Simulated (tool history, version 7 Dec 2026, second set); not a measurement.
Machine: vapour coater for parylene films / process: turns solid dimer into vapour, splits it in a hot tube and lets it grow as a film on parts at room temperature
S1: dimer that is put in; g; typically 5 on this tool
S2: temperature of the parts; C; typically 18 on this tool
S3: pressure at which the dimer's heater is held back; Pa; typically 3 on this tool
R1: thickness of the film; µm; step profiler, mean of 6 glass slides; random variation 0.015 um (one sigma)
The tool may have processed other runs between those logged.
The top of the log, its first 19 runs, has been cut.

| run | hour | S1 | S2 | S3 | R1 |
|---|---|---|---|---|---|
| 20 | 1071.5 | 5 | 15 | 3 | 2.08 |
| 21 | 1134.2 | 5 | 18 | 3 | 1.92 |
|  | 1160.4 | trap's valve overhauled |
| 22 | 1188.4 | 5 | 18 | 3 | 2.14 |
| 23 | 1233.8 | 5 | 18 | 8.82 | 1.7 |
| 24 | 1287.3 | 5 | 15 | 3 | 2.18 |
| 25 | 1362.9 | 5 | 13 | 9.36 | 1.81 |
| 26 | 1408 | 5 | 13 | 9.36 | 1.76 |
| 27 | 1452.5 | 3 | 24 | 5.52 | 0.92 |
|  | 1483.6 | trap's valve overhauled |
| 28 | 1523.9 | 3 | 24 | 5.52 | 1.02 |
| 29 | 1575.7 | 2 | 18 | 3 | 0.83 |
| 30 | 1621.7 | 2 | 18 | 3 | 0.81 |
| 31 | 1675.3 | 2 | 18 | 3 | 0.81 |

Run 32 has not been measured yet. What should we expect?
| 32 | 1718.1 | 6 | 18 | 6.1 | ? |

Logged for run 32: R1 2.07 µm.
Minus the tool's unlogged condition, the same run would have read R1 2.32 µm.

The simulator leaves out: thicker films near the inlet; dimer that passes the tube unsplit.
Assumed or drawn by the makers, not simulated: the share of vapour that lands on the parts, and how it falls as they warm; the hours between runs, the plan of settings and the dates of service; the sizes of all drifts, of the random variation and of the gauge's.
